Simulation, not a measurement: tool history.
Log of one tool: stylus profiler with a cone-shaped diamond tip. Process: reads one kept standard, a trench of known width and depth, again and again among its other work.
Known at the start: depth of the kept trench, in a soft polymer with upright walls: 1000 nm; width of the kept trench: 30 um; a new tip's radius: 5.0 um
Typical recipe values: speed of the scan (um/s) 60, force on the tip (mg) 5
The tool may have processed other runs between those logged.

run,hour,speed of the scan (um/s),force on the tip (mg),depth of the trench (angstrom),width of the trench's floor (nm)
1,0,60,5,10185.3,23660
2,7.1,60,5,10189.2,23620
3,17.5,60,5,10188.3,23590
4,24.8,60,5,10188.8,23710
5,35.4,100,5,10189.5,23520
6,42.9,100,5,10187.1,23560
7,51.5,100,5,10186.1,23530
8,64.1,100,5,10185.9,23510
9,77.3,24,5,10189,23660
10,87.7,41,5,10187.4,23670
11,104.4,41,5,10188.4,23660
12,118.7,41,5,10189.7,23630
13,132.7,41,5,10189.4,23670
14,148.5,60,6.68,10224.7,23610
15,160.9,42,5,10190.4,23650
16,168.7,60,5,10186.1,23600
17,182,60,5,10192.1,23660
18,198.2,60,5,10185.9,23650
19,207.5,85,5,10188.4,23530
20,221.8,17,10.19,10299.3,23720
21,238.9,40,5,10187.5,23680
22,252.9,60,4.12,10172.1,23610
23,269.2,38,4.84,10187.3,23630
24,286.4,38,4.84,10189.9,23650
25,296.6,120,11.91,10333,23570
26,309.2,84,8.64,10267.5,23570
27,316.7,24,3.11,10141.5,23630
28,328.2,44,1.93,10106.1,23550
29,339.2,21,2.33,10121.2,23610
30,350.8,21,2.33,10120.4,23620
31,362.4,102,2.29,10124,23320
32,374.2,131,2.99,10141.5,23260
33,385.9,131,2.99,10141.1,23350
34,393.5,131,2.99,10140.6,23320
35,410,25,5.16,10198.6,23660
36,417.9,25,9.78,10298.2,23660
37,433.9,33,5.82,10211.5,23620
38,450.7,210,5,10195.6,23210

Consider 4 possible next runs. They are alternatives, not a sequence: every one starts from the tool as it was left by run 38. What does each give?
A,465.5,154,8.33,?,?
B,465.5,170,2.35,?,?
C,465.5,44,2.87,?,?
D,465.5,31,5,?,?

run,depth of the trench (angstrom),width of the trench's floor (nm)
A,10266.8,23380
B,10124.5,23070
C,10137.7,23530
D,10198.2,23660
What these runs would have given with no unlogged condition in the tool:
run,depth of the trench (angstrom),width of the trench's floor (nm)
A,10250.9,23670
B,10108.8,23370
C,10121.9,23830
D,10182.4,23960
